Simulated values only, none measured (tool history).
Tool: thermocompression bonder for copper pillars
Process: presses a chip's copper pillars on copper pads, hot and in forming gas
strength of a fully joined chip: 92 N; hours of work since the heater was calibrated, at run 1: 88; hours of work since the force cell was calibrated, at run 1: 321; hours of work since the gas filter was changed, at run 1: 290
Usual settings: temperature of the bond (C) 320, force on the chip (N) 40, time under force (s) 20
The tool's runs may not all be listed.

run	hour	temperature of the bond (C)	force on the chip (N)	time under force (s)	hours of work since the heater was calibrated	hours of work since the force cell was calibrated	hours of work since the gas filter was changed	force that shears a chip off (N)
1	0	320	40	20	88	321	290	33.1
2	7.8	320	40	42	93	326	295	42.7
3	20.1	308	40	20	101	334	303	28.6
4	33.6	320	40	20	109	342	312	32.2
5	47.7	320	40	15	118	351	320	28.4
6	57.5	320	40	15	125	357	327	28.6
7	71.8	320	40	15	134	367	336	28.9
8	87.9	310	40	15	144	377	346	26.1
9	94.9	310	40	15	148	381	350	27.1
10	105.2	310	40	39	155	388	357	37.3
11	117	310	40	39	162	395	364	39.1
12	124.7	310	30	39	167	400	369	30.1
13	137.3	320	24	20	175	408	377	20.3
14	144.5	320	24	20	180	413	382	20.2
15	156.7	320	30	20	187	420	389	25.2
16	163.5	320	40	39	192	425	394	40.9
17	171.5	320	40	39	197	430	399	41.2
18	187.6	329	40	20	207	440	409	33.3
19	195.8	329	40	20	212	445	414	32.7
20	208.1	309	40	20	220	453	422	27.8
21	217.4	292	25	50	226	459	428	23.3
22	224.3	292	25	50	230	463	432	25.2
23	235	292	25	50	237	470	439	22.7
24	244.3	292	25	50	243	476	445	23.7
25	251.7	345	29	11	248	480	450	23.4
26	263.7	300	29	11	255	488	457	13.6
# hour 271.8: forming gas filter changed
27	275.1	320	40	13	262	495	2	28.9
28	286.6	315	45	60	269	502	9	52.5
29	293.7	315	45	60	274	507	14	53.6
30	302	315	45	60	279	512	19	52.4
31	309.9	304	36	12	284	517	24	21.3
32	324.3	304	36	12	293	526	33	20.7
33	335.5	304	36	12	300	533	40	21.9
34	348.4	304	36	12	309	541	48	21.6
35	359.8	304	36	12	316	549	56	21.6
36	373.7	300	36	12	325	557	65	20.3
37	384.3	300	36	12	331	564	71	19.9
38	396.9	320	25	20	339	572	79	23.6
39	408.4	312	56	20	347	579	86	40.7

Forecast each of these 3 alternatives for the next run:
A	418	307	56	20	353	585	93	?
B	418	312	39	20	353	585	93	?
C	418	320	27	34	353	585	93	?

run	force that shears a chip off (N)
A	39.3
B	31.3
C	29.5
Without the tool's hidden state the same runs would have given:
run	force that shears a chip off (N)
A	41.4
B	32.9
C	31.2
